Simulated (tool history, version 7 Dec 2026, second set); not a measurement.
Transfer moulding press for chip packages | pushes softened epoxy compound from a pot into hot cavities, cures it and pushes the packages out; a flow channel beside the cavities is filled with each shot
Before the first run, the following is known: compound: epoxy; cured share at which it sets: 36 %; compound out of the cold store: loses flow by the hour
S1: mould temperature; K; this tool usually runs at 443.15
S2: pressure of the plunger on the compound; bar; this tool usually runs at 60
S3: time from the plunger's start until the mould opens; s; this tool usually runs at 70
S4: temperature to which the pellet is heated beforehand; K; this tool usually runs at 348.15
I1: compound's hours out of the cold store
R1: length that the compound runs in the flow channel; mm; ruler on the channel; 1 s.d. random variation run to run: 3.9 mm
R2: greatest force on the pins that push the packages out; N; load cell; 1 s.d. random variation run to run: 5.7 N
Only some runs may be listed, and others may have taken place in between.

run,hour,S1,S2,S3,S4,I1,R1,R2
1,0,443.15,60,70,348.15,39.9,454,248
2,12.5,443.15,60,70,348.15,11.4,540,295
# hour 17.3: plunger's sealing rings changed
3,34.7,443.15,60,70,353.15,22.6,528,337
4,52.8,443.15,60,70,350.15,15,552,378
# hour 74.3: cavities cleaned with cleaning compound and waxed
5,80,443.15,60,70,350.15,12.2,559,234
6,94,443.15,60,56,350.15,40.8,472,374
7,114.1,443.15,60,56,344.15,31.2,496,432
8,130.4,443.15,60,56,344.15,35.2,490,476
# hour 134.5: mould's thermocouples calibrated
9,150.9,443.15,60,70,348.15,35.4,482,348
# hour 159.2: cavities cleaned with cleaning compound and waxed
10,173.5,443.15,60,70,348.15,41.6,458,252
11,191.4,443.15,60,70,348.15,38.1,473,308
12,218.4,443.15,60,70,348.15,26.6,495,345
13,237.5,443.15,60,70,348.15,34.3,475,359
# hour 242: cavities cleaned with cleaning compound and waxed
# hour 269.8: mould's thermocouples calibrated, once more
14,270.1,443.15,60,70,348.15,33.6,475,278
15,296.6,443.15,60,70,357.15,23.7,508,348
# hour 319.6: plunger's sealing rings changed
16,322.7,443.15,73,70,357.15,15.7,597,371
# hour 329.1: cavities cleaned with cleaning compound and waxed
17,344.8,449.15,48.6,70,352.15,32.7,438,225
18,373.1,449.15,48.6,70,352.15,46.1,404,282
19,392.6,445.15,48.6,70,347.15,19.4,471,341
# hour 412.5: cavities cleaned with cleaning compound and waxed
20,420.3,445.15,63.2,70,351.15,30,507,227
21,440.1,445.15,63.2,51,339.15,9.8,569,529
22,452.5,451.15,63.2,51,341.15,35.3,476,354
23,477,451.15,63.2,51,341.15,14.7,543,400
# hour 495.7: cavities cleaned with cleaning compound and waxed
24,503,450.15,63.2,51,350.15,41.1,457,271
25,529.2,451.15,63.4,70,348.15,19.1,531,260
26,549.7,451.15,63.4,70,348.15,11.7,539,285
27,565.3,451.15,63.4,70,348.15,27.2,489,302

Consider 3 possible next runs. They are alternatives, not a sequence: every one starts from the tool as it was left by run 27. What does each give?
# hour 578.3: cavities cleaned with cleaning compound and waxed
A,583.4,450.15,63.4,69,351.15,40.1,?,?
# hour 578.3: cavities cleaned with cleaning compound and waxed
B,583.4,443.15,47.8,102,353.15,41.1,?,?
# hour 578.3: cavities cleaned with cleaning compound and waxed
C,583.4,443.15,60,70,343.15,46.6,?,?

run,R1,R2
A,458,198
B,406,199
C,442,213
The same runs, with their run-to-run variation unchanged, on a tool lacking any hidden condition would have given:
run,R1,R2
A,481,179
B,426,179
C,464,193
